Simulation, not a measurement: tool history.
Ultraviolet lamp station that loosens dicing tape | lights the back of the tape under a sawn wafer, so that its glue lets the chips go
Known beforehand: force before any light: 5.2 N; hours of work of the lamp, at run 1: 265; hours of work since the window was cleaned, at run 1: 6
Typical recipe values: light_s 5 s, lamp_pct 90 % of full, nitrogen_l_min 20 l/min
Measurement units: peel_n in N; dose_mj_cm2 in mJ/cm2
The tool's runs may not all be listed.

run	hour	light_s	lamp_pct	nitrogen_l_min	hours of work of the lamp	hours of work since the window was cleaned	peel_n	dose_mj_cm2
1	0	5	90	20	265	6	0.372	502
2	17.1	5	90	16	278	19	0.406	500
3	25.4	5	90	8	284	25	0.562	498
4	35.6	5	90	8	292	33	0.549	494
5	52.1	5	90	20	304	45	0.361	501
6	66.6	5	90	20	315	56	0.342	499
7	74.8	5	98	20	321	62	0.319	546
8	83.2	5	90	20	327	69	0.369	500
9	100.7	5	90	20	340	82	0.353	498
10	118.1	5	90	20	353	95	0.356	498
11	134.3	3	79	14	366	107	1.123	261
12	152.2	3	79	14	379	120	1.16	263
13	162.6	3	80	8	387	128	1.466	261
14	178	5	90	18	398	140	0.373	505
15	187.4	7	90	11	405	147	0.276	697

4 ways to go on from here, each from the tool as it stands after run 15. What would each give?
A	196	7	64	11	412	153	?	?
B	196	6	64	27	412	153	?	?
C	196	7	64	6	412	153	?	?
D	196	7	90	11	412	153	?	?

run	peel_n	dose_mj_cm2
A	0.483	498
B	0.406	427
C	0.66	501
D	0.27	693
Without the tool's unlogged condition, the same runs would have read:
run	peel_n	dose_mj_cm2
A	0.482	499
B	0.405	428
C	0.659	501
D	0.269	694

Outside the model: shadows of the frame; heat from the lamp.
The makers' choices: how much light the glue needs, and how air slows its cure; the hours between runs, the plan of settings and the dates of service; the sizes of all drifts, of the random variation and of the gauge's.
